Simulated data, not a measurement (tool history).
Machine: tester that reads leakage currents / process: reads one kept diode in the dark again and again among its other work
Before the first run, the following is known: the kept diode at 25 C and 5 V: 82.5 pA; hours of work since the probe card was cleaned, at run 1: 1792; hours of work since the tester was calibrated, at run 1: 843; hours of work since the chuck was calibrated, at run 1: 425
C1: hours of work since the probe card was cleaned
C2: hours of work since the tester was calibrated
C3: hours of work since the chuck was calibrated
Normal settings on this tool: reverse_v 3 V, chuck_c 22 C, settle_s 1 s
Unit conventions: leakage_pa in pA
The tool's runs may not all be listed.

{"run": 1, "day": 0.0, "reverse_v": 3, "chuck_c": 22, "settle_s": 1, "C1": 1792, "C2": 843, "C3": 425, "leakage_pa": 50.71}
{"run": 2, "day": 3.025, "reverse_v": 2.08, "chuck_c": 22, "settle_s": 1, "C1": 1846, "C2": 897, "C3": 480, "leakage_pa": 40.2}
{"run": 3, "day": 6.092, "reverse_v": 3, "chuck_c": 22, "settle_s": 1, "C1": 1901, "C2": 952, "C3": 535, "leakage_pa": 49.66}
{"day": 8.958, "done": "probe card cleaned and baked"}
{"day": 9.475, "done": "chuck's temperature calibrated"}
{"run": 4, "day": 9.579, "reverse_v": 3, "chuck_c": 22, "settle_s": 6.78, "C1": 10, "C2": 1011, "C3": 2, "leakage_pa": 48.98}
{"run": 5, "day": 12.412, "reverse_v": 3, "chuck_c": 22, "settle_s": 1, "C1": 60, "C2": 1062, "C3": 53, "leakage_pa": 48.67}
{"run": 6, "day": 17.808, "reverse_v": 3, "chuck_c": 22, "settle_s": 1, "C1": 157, "C2": 1158, "C3": 150, "leakage_pa": 47.86}
{"run": 7, "day": 22.862, "reverse_v": 3, "chuck_c": 22, "settle_s": 1, "C1": 248, "C2": 1249, "C3": 240, "leakage_pa": 46.69}
{"run": 8, "day": 26.154, "reverse_v": 3, "chuck_c": 55, "settle_s": 1, "C1": 307, "C2": 1308, "C3": 299, "leakage_pa": 446.06}
{"run": 9, "day": 31.729, "reverse_v": 3, "chuck_c": 22, "settle_s": 1, "C1": 407, "C2": 1408, "C3": 399, "leakage_pa": 45.42}
{"run": 10, "day": 38.029, "reverse_v": 3, "chuck_c": 22, "settle_s": 1, "C1": 520, "C2": 1521, "C3": 512, "leakage_pa": 44.52}
{"day": 42.708, "done": "chuck's temperature calibrated"}
{"run": 11, "day": 43.167, "reverse_v": 3, "chuck_c": 22, "settle_s": 1, "C1": 611, "C2": 1612, "C3": 8, "leakage_pa": 51.87}
{"run": 12, "day": 46.192, "reverse_v": 3, "chuck_c": 22, "settle_s": 1, "C1": 665, "C2": 1666, "C3": 62, "leakage_pa": 51.05}
{"run": 13, "day": 49.096, "reverse_v": 3, "chuck_c": 22, "settle_s": 1, "C1": 717, "C2": 1718, "C3": 115, "leakage_pa": 50.91}
{"run": 14, "day": 53.692, "reverse_v": 3, "chuck_c": 22, "settle_s": 1, "C1": 799, "C2": 1800, "C3": 197, "leakage_pa": 49.88}
{"run": 15, "day": 58.317, "reverse_v": 9.65, "chuck_c": 22, "settle_s": 1, "C1": 882, "C2": 1883, "C3": 280, "leakage_pa": 98.71}
{"run": 16, "day": 64.954, "reverse_v": 3, "chuck_c": 22, "settle_s": 1, "C1": 1001, "C2": 2003, "C3": 399, "leakage_pa": 47.98}
{"run": 17, "day": 71.175, "reverse_v": 3, "chuck_c": 22, "settle_s": 1, "C1": 1113, "C2": 2114, "C3": 511, "leakage_pa": 47.07}
{"day": 75.775, "done": "chuck's temperature calibrated"}
{"run": 18, "day": 77.875, "reverse_v": 3, "chuck_c": 22, "settle_s": 1, "C1": 1232, "C2": 2233, "C3": 38, "leakage_pa": 53.15}
{"run": 19, "day": 83.558, "reverse_v": 3, "chuck_c": 22, "settle_s": 3.85, "C1": 1334, "C2": 2335, "C3": 140, "leakage_pa": 51.93}
{"run": 20, "day": 86.529, "reverse_v": 3.4, "chuck_c": 22, "settle_s": 0.54, "C1": 1387, "C2": 2388, "C3": 193, "leakage_pa": 56.04}
{"run": 21, "day": 92.346, "reverse_v": 3, "chuck_c": 34, "settle_s": 1, "C1": 1491, "C2": 2492, "C3": 297, "leakage_pa": 114.63}
{"run": 22, "day": 98.525, "reverse_v": 3, "chuck_c": 34, "settle_s": 1, "C1": 1602, "C2": 2603, "C3": 408, "leakage_pa": 112.92}
{"run": 23, "day": 102.912, "reverse_v": 1.37, "chuck_c": 53, "settle_s": 0.37, "C1": 1681, "C2": 2682, "C3": 487, "leakage_pa": 245.28}
{"day": 108.938, "done": "chuck's temperature calibrated"}
{"run": 24, "day": 109.146, "reverse_v": 6.43, "chuck_c": 32, "settle_s": 7.47, "C1": 1791, "C2": 2792, "C3": 4, "leakage_pa": 172.17}
{"run": 25, "day": 111.996, "reverse_v": 6.43, "chuck_c": 32, "settle_s": 7.47, "C1": 1842, "C2": 2843, "C3": 55, "leakage_pa": 170.73}
{"run": 26, "day": 115.992, "reverse_v": 6.43, "chuck_c": 32, "settle_s": 7.47, "C1": 1914, "C2": 2915, "C3": 127, "leakage_pa": 168.2}
{"day": 118.225, "done": "probe card cleaned and baked"}
{"run": 27, "day": 122.062, "reverse_v": 1.59, "chuck_c": 41, "settle_s": 1, "C1": 69, "C2": 3022, "C3": 233, "leakage_pa": 127.5}
{"run": 28, "day": 128.171, "reverse_v": 3, "chuck_c": 40, "settle_s": 0.31, "C1": 178, "C2": 3131, "C3": 343, "leakage_pa": 166.83}
{"run": 29, "day": 131.275, "reverse_v": 3, "chuck_c": 40, "settle_s": 0.31, "C1": 234, "C2": 3187, "C3": 398, "leakage_pa": 164.18}
{"run": 30, "day": 137.229, "reverse_v": 3, "chuck_c": 40, "settle_s": 0.31, "C1": 341, "C2": 3294, "C3": 505, "leakage_pa": 159.27}
{"run": 31, "day": 140.658, "reverse_v": 3, "chuck_c": 40, "settle_s": 0.31, "C1": 402, "C2": 3355, "C3": 567, "leakage_pa": 158.23}
{"day": 142.4, "done": "chuck's temperature calibrated"}
{"run": 32, "day": 144.15, "reverse_v": 1.45, "chuck_c": 22, "settle_s": 4.28, "C1": 464, "C2": 3416, "C3": 31, "leakage_pa": 33.65}
{"day": 145.662, "done": "tester calibrated"}
{"run": 33, "day": 147.212, "reverse_v": 3.96, "chuck_c": 30, "settle_s": 1.13, "C1": 517, "C2": 28, "C3": 85, "leakage_pa": 106.24}
{"run": 34, "day": 150.325, "reverse_v": 3.96, "chuck_c": 30, "settle_s": 7.37, "C1": 573, "C2": 84, "C3": 141, "leakage_pa": 104.21}
{"run": 35, "day": 154.421, "reverse_v": 16.16, "chuck_c": 36, "settle_s": 1.22, "C1": 646, "C2": 157, "C3": 214, "leakage_pa": 348.87}
{"run": 36, "day": 159.962, "reverse_v": 3, "chuck_c": 23, "settle_s": 1.57, "C1": 746, "C2": 256, "C3": 314, "leakage_pa": 52.48}
{"run": 37, "day": 163.921, "reverse_v": 3, "chuck_c": 48, "settle_s": 8.62, "C1": 817, "C2": 327, "C3": 385, "leakage_pa": 284.74}
{"run": 38, "day": 167.096, "reverse_v": 3, "chuck_c": 48, "settle_s": 8.62, "C1": 874, "C2": 384, "C3": 442, "leakage_pa": 282.3}

Forecast each of these 5 alternatives for the next run:
{"run": "A", "day": 171.0, "reverse_v": 4.27, "chuck_c": 48, "settle_s": 0.38, "C1": 944, "C2": 455, "C3": 512, "leakage_pa": "?"}
{"run": "B", "day": 171.0, "reverse_v": 3, "chuck_c": 22, "settle_s": 0.88, "C1": 944, "C2": 455, "C3": 512, "leakage_pa": "?"}
{"run": "C", "day": 171.0, "reverse_v": 15.23, "chuck_c": 20, "settle_s": 2.58, "C1": 944, "C2": 455, "C3": 512, "leakage_pa": "?"}
{"run": "D", "day": 171.0, "reverse_v": 3, "chuck_c": 41, "settle_s": 1, "C1": 944, "C2": 455, "C3": 512, "leakage_pa": "?"}
{"run": "E", "day": 171.0, "reverse_v": 3, "chuck_c": 47, "settle_s": 1, "C1": 944, "C2": 455, "C3": 512, "leakage_pa": "?"}

run=A leakage_pa=340.18
run=B leakage_pa=47.2
run=C leakage_pa=109.79
run=D leakage_pa=175.61
run=E leakage_pa=260.1
Had the tool no hidden state, the same runs would have come out as:
run=A leakage_pa=376.53
run=B leakage_pa=49.96
run=C leakage_pa=104.99
run=D leakage_pa=194.33
run=E leakage_pa=288.53
